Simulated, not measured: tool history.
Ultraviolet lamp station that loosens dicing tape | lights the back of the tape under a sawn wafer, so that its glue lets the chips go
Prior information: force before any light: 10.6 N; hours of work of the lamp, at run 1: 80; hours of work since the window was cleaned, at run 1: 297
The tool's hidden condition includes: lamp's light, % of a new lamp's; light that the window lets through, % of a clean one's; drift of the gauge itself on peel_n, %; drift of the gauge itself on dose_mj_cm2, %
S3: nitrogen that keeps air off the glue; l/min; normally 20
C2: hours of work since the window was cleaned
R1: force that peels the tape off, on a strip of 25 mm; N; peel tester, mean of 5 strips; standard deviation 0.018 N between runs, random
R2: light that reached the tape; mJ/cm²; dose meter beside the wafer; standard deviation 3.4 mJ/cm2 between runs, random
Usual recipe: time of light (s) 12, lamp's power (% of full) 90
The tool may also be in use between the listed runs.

{"run": 1, "day": 0.0, "time of light (s)": 12, "lamp's power (% of full)": 90, "S3": 20, "hours of work of the lamp": 80, "C2": 297, "R1": 1.15, "R2": 486}
{"run": 2, "day": 0.35, "time of light (s)": 12, "lamp's power (% of full)": 90, "S3": 20, "hours of work of the lamp": 84, "C2": 300, "R1": 1.123, "R2": 483}
{"run": 3, "day": 0.812, "time of light (s)": 12, "lamp's power (% of full)": 90, "S3": 20, "hours of work of the lamp": 88, "C2": 305, "R1": 1.161, "R2": 481}
{"run": 4, "day": 1.292, "time of light (s)": 12, "lamp's power (% of full)": 90, "S3": 20, "hours of work of the lamp": 93, "C2": 310, "R1": 1.156, "R2": 484}
{"run": 5, "day": 1.662, "time of light (s)": 12, "lamp's power (% of full)": 90, "S3": 20, "hours of work of the lamp": 97, "C2": 313, "R1": 1.155, "R2": 478}
{"run": 6, "day": 2.096, "time of light (s)": 12, "lamp's power (% of full)": 67, "S3": 20, "hours of work of the lamp": 101, "C2": 318, "R1": 1.909, "R2": 352}
{"run": 7, "day": 2.442, "time of light (s)": 12, "lamp's power (% of full)": 67, "S3": 20, "hours of work of the lamp": 105, "C2": 321, "R1": 1.922, "R2": 352}
{"run": 8, "day": 2.779, "time of light (s)": 12, "lamp's power (% of full)": 67, "S3": 15, "hours of work of the lamp": 108, "C2": 325, "R1": 2.388, "R2": 352}
{"run": 9, "day": 3.271, "time of light (s)": 12, "lamp's power (% of full)": 67, "S3": 15, "hours of work of the lamp": 113, "C2": 330, "R1": 2.311, "R2": 350}
{"run": 10, "day": 3.825, "time of light (s)": 12, "lamp's power (% of full)": 90, "S3": 20, "hours of work of the lamp": 119, "C2": 335, "R1": 1.186, "R2": 466}
{"run": 11, "day": 4.238, "time of light (s)": 12, "lamp's power (% of full)": 90, "S3": 20, "hours of work of the lamp": 123, "C2": 339, "R1": 1.206, "R2": 467}
{"run": 12, "day": 4.571, "time of light (s)": 12, "lamp's power (% of full)": 90, "S3": 20, "hours of work of the lamp": 126, "C2": 343, "R1": 1.192, "R2": 467}
{"run": 13, "day": 4.971, "time of light (s)": 12, "lamp's power (% of full)": 90, "S3": 20, "hours of work of the lamp": 130, "C2": 347, "R1": 1.214, "R2": 466}
{"run": 14, "day": 5.358, "time of light (s)": 12, "lamp's power (% of full)": 90, "S3": 20, "hours of work of the lamp": 134, "C2": 351, "R1": 1.188, "R2": 463}
{"run": 15, "day": 5.754, "time of light (s)": 12, "lamp's power (% of full)": 90, "S3": 20, "hours of work of the lamp": 138, "C2": 355, "R1": 1.186, "R2": 463}
{"run": 16, "day": 6.25, "time of light (s)": 12, "lamp's power (% of full)": 90, "S3": 14, "hours of work of the lamp": 143, "C2": 360, "R1": 1.584, "R2": 462}
{"run": 17, "day": 6.542, "time of light (s)": 12, "lamp's power (% of full)": 90, "S3": 14, "hours of work of the lamp": 146, "C2": 363, "R1": 1.625, "R2": 461}
{"run": 18, "day": 7.092, "time of light (s)": 12, "lamp's power (% of full)": 90, "S3": 14, "hours of work of the lamp": 152, "C2": 368, "R1": 1.578, "R2": 460}
{"run": 19, "day": 7.588, "time of light (s)": 12, "lamp's power (% of full)": 90, "S3": 14, "hours of work of the lamp": 157, "C2": 373, "R1": 1.615, "R2": 460}
{"run": 20, "day": 7.971, "time of light (s)": 12, "lamp's power (% of full)": 74, "S3": 20, "hours of work of the lamp": 160, "C2": 377, "R1": 1.779, "R2": 380}
{"run": 21, "day": 8.512, "time of light (s)": 12, "lamp's power (% of full)": 74, "S3": 20, "hours of work of the lamp": 166, "C2": 383, "R1": 1.767, "R2": 376}
{"run": 22, "day": 8.933, "time of light (s)": 11, "lamp's power (% of full)": 73, "S3": 20, "hours of work of the lamp": 170, "C2": 387, "R1": 2.109, "R2": 339}
{"run": 23, "day": 9.462, "time of light (s)": 23, "lamp's power (% of full)": 88, "S3": 33, "hours of work of the lamp": 176, "C2": 392, "R1": 0.271, "R2": 850}

Run 24 has not been measured yet. What should we expect?
{"run": 24, "day": 9.888, "time of light (s)": 23, "lamp's power (% of full)": 88, "S3": 33, "hours of work of the lamp": 180, "C2": 396, "R1": "?", "R2": "?"}

{"run 24": {"R1": 0.288, "R2": 852}}
Were there no unlogged condition in the tool, this run, its random variation unchanged, would have produced R1 0.245 N, R2 1047 mJ/cm².
